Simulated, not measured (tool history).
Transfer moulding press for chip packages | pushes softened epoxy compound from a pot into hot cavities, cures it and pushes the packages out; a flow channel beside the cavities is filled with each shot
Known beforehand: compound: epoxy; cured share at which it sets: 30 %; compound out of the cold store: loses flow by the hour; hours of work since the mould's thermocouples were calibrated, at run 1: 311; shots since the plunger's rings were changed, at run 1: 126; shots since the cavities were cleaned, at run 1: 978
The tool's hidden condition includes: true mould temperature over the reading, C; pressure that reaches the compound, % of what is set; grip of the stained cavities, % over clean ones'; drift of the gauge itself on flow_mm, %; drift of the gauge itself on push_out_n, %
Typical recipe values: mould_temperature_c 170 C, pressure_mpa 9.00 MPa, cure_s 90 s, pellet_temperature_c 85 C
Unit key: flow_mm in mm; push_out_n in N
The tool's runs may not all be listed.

run   hour  mould_temperature_c  pressure_mpa  cure_s  pellet_temperature_c  hours of work since the mould's thermocouples were calibrated  shots since the plunger's rings were changed  shots since the cavities were cleaned  incoming compound's hours out of the cold store  flow_mm  push_out_n
  1    0.0                  170          9.00      90                    85                                                            311                                           126                                    978                                              8.9      952         457
      17.0  -- cavities cleaned with cleaning compound and waxed
  2   47.8                  170          9.00      90                    85                                                            336                                           666                                    359                                             27.5      831         349
  3   94.4                  170          9.00      90                    85                                                            361                                          1211                                    904                                             29.0      801         418
     117.0  -- cavities cleaned with cleaning compound and waxed
  4  137.4                  170          9.00      90                    85                                                            384                                          1696                                    239                                             36.5      763         306
  5  180.0                  170          9.00      90                    85                                                            407                                          2193                                    736                                             11.5      908         410
  6  200.8                  170          9.00      97                    85                                                            418                                          2436                                    979                                             32.1      779         390
     218.6  -- cavities cleaned with cleaning compound and waxed
  7  230.7                  170          9.00      97                    85                                                            434                                          2768                                    141                                             41.4      716         260
  8  272.2                  170          9.00      97                    85                                                            456                                          3252                                    625                                             19.4      839         367
  9  304.0                  170          9.00      90                    82                                                            474                                          3624                                    997                                             23.2      809         449
     318.9  -- cavities cleaned with cleaning compound and waxed
 10  341.2                  175          9.00      90                    85                                                            493                                          4041                                    261                                             45.5      677         290
 11  387.6                  175          9.00     115                    85                                                            518                                          4584                                    804                                             38.3      701         369
 12  413.6                  178          9.00      90                    85                                                            533                                          4887                                   1107                                             13.8      838         386
     418.0  -- cavities cleaned with cleaning compound and waxed
 13  449.4                  170          9.00      90                    85                                                            551                                          5288                                    367                                             35.5      726         334
 14  486.2                  170          7.45      90                    85                                                            571                                          5717                                    796                                             29.9      680         417
 15  508.1                  170          7.45      90                    85                                                            583                                          5973                                   1052                                             23.6      712         436
     517.2  -- cavities cleaned with cleaning compound and waxed
     543.5  -- mould's thermocouples calibrated
     546.0  -- plunger's sealing rings changed
 16  553.2                  176          9.00      74                    85                                                              4                                            84                                    368                                             42.6      735         335
 17  592.6                  176          9.00      74                    85                                                             25                                           544                                    828                                              9.2      925         442
 18  616.8                  176          9.00      74                    85                                                             39                                           827                                   1111                                             11.3      897         459
     621.4  -- cavities cleaned with cleaning compound and waxed
 19  646.1                  171          7.71      73                    92                                                             54                                          1152                                    289                                             39.8      691         408
 20  682.3                  171          7.71      73                    92                                                             73                                          1575                                    712                                             40.4      673         502
     723.0  -- cavities cleaned with cleaning compound and waxed
 21  728.8                  171          7.71      73                    92                                                             98                                          2101                                     69                                             12.7      822         344
 22  748.5                  171          7.71      73                    92                                                            109                                          2330                                    298                                             16.3      800         425
 23  782.6                  170          9.00      94                    85                                                            127                                          2729                                    697                                             42.0      721         372
 24  806.5                  170          9.00     129                    76                                                            140                                          3007                                    975                                             45.4      696         384
     825.1  -- cavities cleaned with cleaning compound and waxed
 25  854.6                  170          9.00      90                    82                                                            166                                          3553                                    345                                             46.2      685         334
 26  877.2                  170          9.00      90                    82                                                            178                                          3816                                    608                                             46.2      680         391
     925.3  -- cavities cleaned with cleaning compound and waxed
 27  925.3                  170          7.90      96                    86                                                            203                                          4361                                      0                                             13.7      801         210
 28  963.6                  170          9.00     121                    85                                                            224                                          4808                                    447                                             39.5      700         308

Measured minus without-hidden-state, run by run (identical run-to-run variation in each term; gauge scatter may differ):
run  flow_mm  push_out_n
  1       -3        +221
  2       -9        +115
  3      -15        +198
  4      -20         +83
  5      -31        +183
  6      -30        +191
  7      -30         +53
  8      -42        +158
  9      -46        +217
 10      -43         +84
 11      -52        +176
 12      -66        +194
 13      -61        +113
 14      -63        +188
 15      -69        +213
 16       -3        +117
 17      -10        +208
 18      -13        +233
 19      -13        +130
 20      -18        +228
 21      -29         +37
 22      -31        +135
 23      -33        +165
 24      -34        +186
 25      -40        +115
 26      -44        +165
 27      -58          +1
 28      -56        +122
